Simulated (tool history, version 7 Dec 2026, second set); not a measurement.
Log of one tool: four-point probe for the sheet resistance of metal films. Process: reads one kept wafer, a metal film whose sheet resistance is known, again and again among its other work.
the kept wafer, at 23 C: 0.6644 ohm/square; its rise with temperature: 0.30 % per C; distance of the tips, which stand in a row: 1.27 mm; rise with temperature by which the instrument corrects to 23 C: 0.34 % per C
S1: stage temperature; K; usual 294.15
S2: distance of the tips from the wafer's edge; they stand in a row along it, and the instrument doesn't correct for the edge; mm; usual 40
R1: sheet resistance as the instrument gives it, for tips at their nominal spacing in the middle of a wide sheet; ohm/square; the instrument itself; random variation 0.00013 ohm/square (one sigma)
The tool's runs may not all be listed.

run,hour,S1,S2,R1
1,0.0,294.15,40,0.660336
2,12.1,294.15,40,0.660512
3,28.2,294.15,40,0.660477
4,38.5,294.15,40,0.660742
5,48.3,295.15,40,0.660576
6,63.2,295.15,3,0.717850
7,75.3,295.15,3,0.717908
8,84.4,291.15,40,0.661548
9,91.9,291.15,40,0.661367
10,103.5,291.15,40,0.661443
11,113.6,291.15,40,0.661221
12,125.3,294.15,40,0.660789
13,140.1,294.15,40,0.660816
14,156.5,294.15,26,0.661273
15,172.7,294.15,40,0.660611
16,183.7,294.15,40,0.660818
17,192.8,294.15,40,0.660795
18,207.4,294.15,28,0.661354
19,217.3,292.15,28,0.661858
20,232.2,300.15,40,0.659496
21,244.5,300.15,40,0.659479
22,255.5,300.15,40,0.659698
23,270.3,302.15,23,0.659880
24,278.7,301.15,10,0.664667
25,293.0,301.15,10,0.664562
26,307.7,294.15,38,0.660962
27,323.7,303.15,21,0.659922
28,339.9,305.15,72,0.657895
29,350.0,294.15,33,0.660987
30,367.1,296.15,3,0.717758
31,380.5,301.15,7,0.670714
32,391.0,301.15,7,0.670590
33,405.5,303.15,40,0.659032
34,414.3,298.15,3,0.717359
35,430.6,298.15,3,0.717236
36,439.0,298.15,16,0.661990
37,456.6,298.15,16,0.661949
38,466.8,298.15,16,0.662159
39,482.9,304.15,34,0.659146
40,499.0,295.15,34,0.661128
41,512.0,304.15,21,0.660049
42,529.6,304.15,21,0.659842
43,539.7,307.15,13,0.661408
44,553.1,296.15,38,0.660854

Forecast each of these 3 alternatives for the next run:
A,562.3,296.15,8,?
B,562.3,291.15,16,?
C,562.3,294.15,9,?

run,R1
A,0.669328
B,0.663904
C,0.667697
Without the tool's hidden state the same runs would have given:
run,R1
A,0.673385
B,0.667927
C,0.671744
